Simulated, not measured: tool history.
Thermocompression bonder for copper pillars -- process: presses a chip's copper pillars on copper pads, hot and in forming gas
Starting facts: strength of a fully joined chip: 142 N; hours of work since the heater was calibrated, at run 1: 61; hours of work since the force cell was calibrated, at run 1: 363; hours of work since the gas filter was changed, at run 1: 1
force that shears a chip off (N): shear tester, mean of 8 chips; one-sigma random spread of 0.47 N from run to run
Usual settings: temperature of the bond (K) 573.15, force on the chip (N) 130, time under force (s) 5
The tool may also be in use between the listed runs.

run     day  temperature of the bond (K)  force on the chip (N)  time under force (s)  hours of work since the heater was calibrated  hours of work since the force cell was calibrated  hours of work since the gas filter was changed  force that shears a chip off (N)
  1   0.000                       573.15                    130                     5                                             61                                                363                                               1                              67.8
  2   0.729                       573.15                    112                     5                                             72                                                374                                              12                              60.3
  3   1.292                       573.15                    130                     5                                             80                                                382                                              20                              67.6
  4   1.821                       573.15                    130                     5                                             88                                                390                                              28                              67.0
  5   2.308                       573.15                    130                     6                                             96                                                397                                              35                              70.5
  6   2.875                       573.15                    130                     6                                            104                                                406                                              44                              70.8
  7   3.279                       573.15                    130                     6                                            110                                                412                                              50                              71.5
  8   3.742                       573.15                    130                     6                                            117                                                419                                              57                              71.0
  9   4.383                       573.15                    130                     6                                            127                                                428                                              66                              71.1
 10   4.938                       573.15                    130                    10                                            135                                                436                                              75                              84.1
 11   5.646                       573.15                    130                    10                                            145                                                447                                              85                              83.8
 12   6.388                       573.15                    130                    10                                            157                                                458                                              96                              83.2
 13   7.033                       548.15                    193                     5                                            166                                                468                                             106                              68.6
 14   7.396                       548.15                    193                     5                                            172                                                473                                             111                              68.8
 15   7.938                       548.15                    193                     5                                            180                                                481                                             120                              68.0
 16   8.400                       558.15                    130                     4                                            187                                                488                                             126                              52.7
      8.521  -- heater calibrated with a thermocouple chip
 17   9.154                       564.15                    183                    12                                              9                                                498                                             136                              98.7
 18   9.638                       564.15                    183                    12                                             17                                                505                                             144                              97.4
 19   9.979                       564.15                    183                    12                                             22                                                511                                             149                              97.6
 20  10.342                       564.15                    183                    12                                             27                                                516                                             154                              97.5

Predict the results of run 21:
 21  10.712                       543.15                    113                    10                                             33                                                522                                             160                                 ?

{"run 21": {"force that shears a chip off (N)": 56.7}}
Without the tool's hidden state the same run would have given force that shears a chip off (N) 59.5.
